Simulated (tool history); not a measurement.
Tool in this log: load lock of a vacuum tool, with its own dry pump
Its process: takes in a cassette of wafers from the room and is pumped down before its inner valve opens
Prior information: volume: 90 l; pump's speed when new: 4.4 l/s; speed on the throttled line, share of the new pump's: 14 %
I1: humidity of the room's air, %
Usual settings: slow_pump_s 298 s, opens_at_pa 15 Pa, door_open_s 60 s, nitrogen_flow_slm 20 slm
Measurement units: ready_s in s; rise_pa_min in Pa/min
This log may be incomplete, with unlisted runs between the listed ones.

{"run": 1, "hour": 0.0, "slow_pump_s": 298, "opens_at_pa": 15, "door_open_s": 60, "nitrogen_flow_slm": 20, "I1": 45.2, "ready_s": 465.4, "rise_pa_min": 0.057}
{"hour": 381.2, "done": "dry pump taken out, an overhauled one fitted"}
{"run": 2, "hour": 435.7, "slow_pump_s": 298, "opens_at_pa": 15, "door_open_s": 186, "nitrogen_flow_slm": 20, "I1": 43.8, "ready_s": 442.5, "rise_pa_min": 0.08}
{"run": 3, "hour": 716.8, "slow_pump_s": 298, "opens_at_pa": 15, "door_open_s": 186, "nitrogen_flow_slm": 20, "I1": 49.0, "ready_s": 439.2, "rise_pa_min": 0.101}
{"run": 4, "hour": 1169.7, "slow_pump_s": 298, "opens_at_pa": 15, "door_open_s": 186, "nitrogen_flow_slm": 20, "I1": 46.2, "ready_s": 435.6, "rise_pa_min": 0.099}
{"run": 5, "hour": 1424.4, "slow_pump_s": 298, "opens_at_pa": 10, "door_open_s": 186, "nitrogen_flow_slm": 20, "I1": 42.9, "ready_s": 448.7, "rise_pa_min": 0.096}
{"run": 6, "hour": 1688.3, "slow_pump_s": 298, "opens_at_pa": 10, "door_open_s": 186, "nitrogen_flow_slm": 20, "I1": 44.1, "ready_s": 453.3, "rise_pa_min": 0.1}
{"run": 7, "hour": 2194.5, "slow_pump_s": 298, "opens_at_pa": 10, "door_open_s": 186, "nitrogen_flow_slm": 20, "I1": 44.2, "ready_s": 452.7, "rise_pa_min": 0.112}
{"run": 8, "hour": 2428.4, "slow_pump_s": 298, "opens_at_pa": 15, "door_open_s": 60, "nitrogen_flow_slm": 20, "I1": 46.2, "ready_s": 445.0, "rise_pa_min": 0.091}
{"run": 9, "hour": 2934.8, "slow_pump_s": 298, "opens_at_pa": 27, "door_open_s": 60, "nitrogen_flow_slm": 20, "I1": 44.1, "ready_s": 431.8, "rise_pa_min": 0.099}
{"run": 10, "hour": 3367.0, "slow_pump_s": 298, "opens_at_pa": 27, "door_open_s": 60, "nitrogen_flow_slm": 20, "I1": 43.4, "ready_s": 431.0, "rise_pa_min": 0.106}
{"run": 11, "hour": 3825.4, "slow_pump_s": 298, "opens_at_pa": 27, "door_open_s": 80, "nitrogen_flow_slm": 20, "I1": 47.4, "ready_s": 435.0, "rise_pa_min": 0.119}
{"run": 12, "hour": 4279.9, "slow_pump_s": 298, "opens_at_pa": 27, "door_open_s": 80, "nitrogen_flow_slm": 20, "I1": 42.4, "ready_s": 432.8, "rise_pa_min": 0.131}
{"run": 13, "hour": 4742.6, "slow_pump_s": 298, "opens_at_pa": 15, "door_open_s": 78, "nitrogen_flow_slm": 20, "I1": 41.9, "ready_s": 446.1, "rise_pa_min": 0.139}
{"run": 14, "hour": 5034.9, "slow_pump_s": 298, "opens_at_pa": 24, "door_open_s": 46, "nitrogen_flow_slm": 20, "I1": 43.7, "ready_s": 438.2, "rise_pa_min": 0.135}
{"run": 15, "hour": 5484.5, "slow_pump_s": 334, "opens_at_pa": 15, "door_open_s": 26, "nitrogen_flow_slm": 10, "I1": 49.0, "ready_s": 479.5, "rise_pa_min": 0.145}

What does the tool deliver on the next run?
{"run": 16, "hour": 5816.9, "slow_pump_s": 181, "opens_at_pa": 15, "door_open_s": 60, "nitrogen_flow_slm": 7, "I1": 41.2, "ready_s": "?", "rise_pa_min": "?"}

For run 16 the tool returned ready_s 354.7 s, rise_pa_min 0.167 Pa/min.
Without the tool's hidden state the same run would have given ready_s 341.3 s, rise_pa_min 0.037 Pa/min.

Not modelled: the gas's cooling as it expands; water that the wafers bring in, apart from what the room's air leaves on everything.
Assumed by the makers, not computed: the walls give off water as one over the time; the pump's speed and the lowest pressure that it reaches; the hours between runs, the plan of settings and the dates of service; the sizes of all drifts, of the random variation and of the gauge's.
